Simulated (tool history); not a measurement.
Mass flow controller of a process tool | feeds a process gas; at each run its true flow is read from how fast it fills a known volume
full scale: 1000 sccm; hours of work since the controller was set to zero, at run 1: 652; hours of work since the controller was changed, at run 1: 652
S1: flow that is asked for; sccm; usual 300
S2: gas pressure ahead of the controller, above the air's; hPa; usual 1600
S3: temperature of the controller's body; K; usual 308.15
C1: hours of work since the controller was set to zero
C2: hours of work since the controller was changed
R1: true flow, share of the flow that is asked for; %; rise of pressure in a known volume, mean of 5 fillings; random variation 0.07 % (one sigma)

Run 1, hour 0.0: usual settings; C1 652; C2 652. Result: R1 100.27 %.
Run 2, hour 105.9: usual settings; C1 732; C2 732. Result: R1 100.39 %.
Run 3, hour 202.5: usual settings but S3 295.15 K; C1 805; C2 805. Result: R1 99.75 %.
Run 4, hour 306.8: usual settings; C1 883; C2 883. Result: R1 100.65 %.
Run 5, hour 406.2: usual settings but S1 563 sccm; C1 958; C2 958. Result: R1 100.79 %.
Run 6, hour 518.0: usual settings but S1 563 sccm; C1 1042; C2 1042. Result: R1 100.95 %.
Run 7, hour 628.5: usual settings; C1 1125; C2 1125. Result: R1 100.95 %.
Run 8, hour 766.9: usual settings; C1 1230; C2 1230. Result: R1 101.07 %.
Run 9, hour 890.2: usual settings; C1 1323; C2 1323. Result: R1 101.22 %.
Run 10, hour 1041.1: usual settings but S2 2090 hPa; C1 1436; C2 1436. Result: R1 101.50 %.
Run 11, hour 1130.8: usual settings but S2 1450 hPa; C1 1504; C2 1504. Result: R1 101.40 %.
Run 12, hour 1220.3: usual settings but S1 574 sccm, S2 2230 hPa, S3 312.15 K; C1 1571; C2 1571. Result: R1 101.90 %.
Run 13, hour 1281.7: usual settings but S1 207 sccm, S2 2390 hPa, S3 295.15 K; C1 1618; C2 1618. Result: R1 101.49 %.
Run 14, hour 1417.9: usual settings but S1 428 sccm, S2 2730 hPa, S3 303.15 K; C1 1720; C2 1720. Result: R1 101.58 %.
Run 15, hour 1525.0: usual settings but S1 109 sccm, S2 1560 hPa, S3 294.15 K; C1 1801; C2 1801. Result: R1 103.06 %.

The next listed run, before its measurement:
Run 16, hour 1630.8: usual settings but S1 137 sccm, S2 1860 hPa, S3 313.15 K; C1 1881; C2 1881. Result: R1 ?.

R1: 103.62 %
Without the tool's hidden state the same run would have given R1 99.28 %.
